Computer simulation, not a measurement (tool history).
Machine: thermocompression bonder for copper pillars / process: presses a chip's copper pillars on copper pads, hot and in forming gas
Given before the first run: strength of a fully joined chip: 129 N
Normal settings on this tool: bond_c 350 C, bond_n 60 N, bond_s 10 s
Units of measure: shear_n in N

| run | hour | bond_c | bond_n | bond_s | shear_n |
|---|---|---|---|---|---|
| 1 | 0.0 | 350 | 60 | 10 | 90.2 |
| 2 | 9.0 | 350 | 60 | 13 | 95.0 |
| 3 | 20.5 | 350 | 60 | 13 | 96.4 |
| 4 | 32.3 | 350 | 60 | 10 | 89.8 |
| 5 | 52.2 | 350 | 60 | 10 | 90.1 |
| 6 | 69.1 | 350 | 60 | 10 | 88.2 |
| 7 | 82.1 | 350 | 60 | 10 | 87.7 |
| 8 | 90.3 | 350 | 60 | 10 | 89.3 |
| 9 | 101.5 | 350 | 60 | 10 | 89.1 |
| 10 | 120.5 | 350 | 60 | 10 | 88.4 |
| 11 | 130.2 | 350 | 60 | 10 | 88.8 |
| 12 | 138.9 | 350 | 60 | 10 | 87.8 |
| 13 | 158.2 | 350 | 60 | 10 | 87.3 |
| 14 | 177.3 | 334 | 60 | 10 | 76.9 |
| 15 | 187.7 | 329 | 60 | 10 | 74.1 |
| 16 | 200.5 | 350 | 44 | 10 | 68.6 |
| 17 | 214.8 | 350 | 44 | 10 | 67.8 |
| 18 | 225.6 | 350 | 44 | 10 | 68.0 |
| 19 | 243.5 | 350 | 44 | 27 | 89.9 |
| 20 | 254.2 | 350 | 60 | 10 | 88.0 |
| 21 | 272.2 | 350 | 82 | 23 | 116.7 |
| 22 | 290.3 | 350 | 86 | 21 | 116.1 |
| 23 | 303.5 | 346 | 80 | 15 | 108.4 |
| 24 | 320.4 | 347 | 37 | 6 | 47.2 |
| 25 | 337.7 | 371 | 38 | 7 | 63.4 |
| 26 | 353.0 | 350 | 75 | 10 | 96.8 |
| 27 | 367.3 | 327 | 60 | 10 | 72.1 |
| 28 | 381.2 | 327 | 60 | 10 | 72.8 |
| 29 | 389.4 | 327 | 60 | 10 | 72.3 |
| 30 | 408.6 | 346 | 48 | 7 | 65.4 |
| 31 | 423.3 | 346 | 48 | 7 | 64.7 |
| 32 | 431.7 | 326 | 41 | 15 | 61.3 |
| 33 | 451.7 | 370 | 58 | 16 | 109.0 |
| 34 | 465.8 | 370 | 58 | 16 | 106.1 |
| 35 | 479.6 | 370 | 58 | 16 | 105.3 |
| 36 | 490.2 | 370 | 70 | 6 | 95.3 |
| 37 | 500.9 | 350 | 42 | 19 | 77.9 |
| 38 | 516.4 | 329 | 52 | 10 | 63.0 |
| 39 | 530.7 | 345 | 69 | 6 | 79.4 |

Put back what was entered between runs (2 entries, withheld): which listed runs does each sit between, and how does the hidden state differ from the listed run before to the listed run after?
Logged between run 29 and run 30: forming gas filter changed (hour 401.9)
  true temperature of the bond over the reading, C: -3.7 -> -3.8; oxide that the forming gas leaves, % of the face: 6.06 -> 0.65
  measured value less the no-hidden-state value, shear_n: -2.1 -> +2.1 N
Logged between run 33 and run 34: force cell calibrated (hour 459.8)
  true temperature of the bond over the reading, C: -4 -> -4.1; force that reaches the chip, % of what is set: 107.8 -> 100.7; oxide that the forming gas leaves, % of the face: 1.1 -> 1.23
  measured value less the no-hidden-state value, shear_n: +1.3 -> -2.4 N

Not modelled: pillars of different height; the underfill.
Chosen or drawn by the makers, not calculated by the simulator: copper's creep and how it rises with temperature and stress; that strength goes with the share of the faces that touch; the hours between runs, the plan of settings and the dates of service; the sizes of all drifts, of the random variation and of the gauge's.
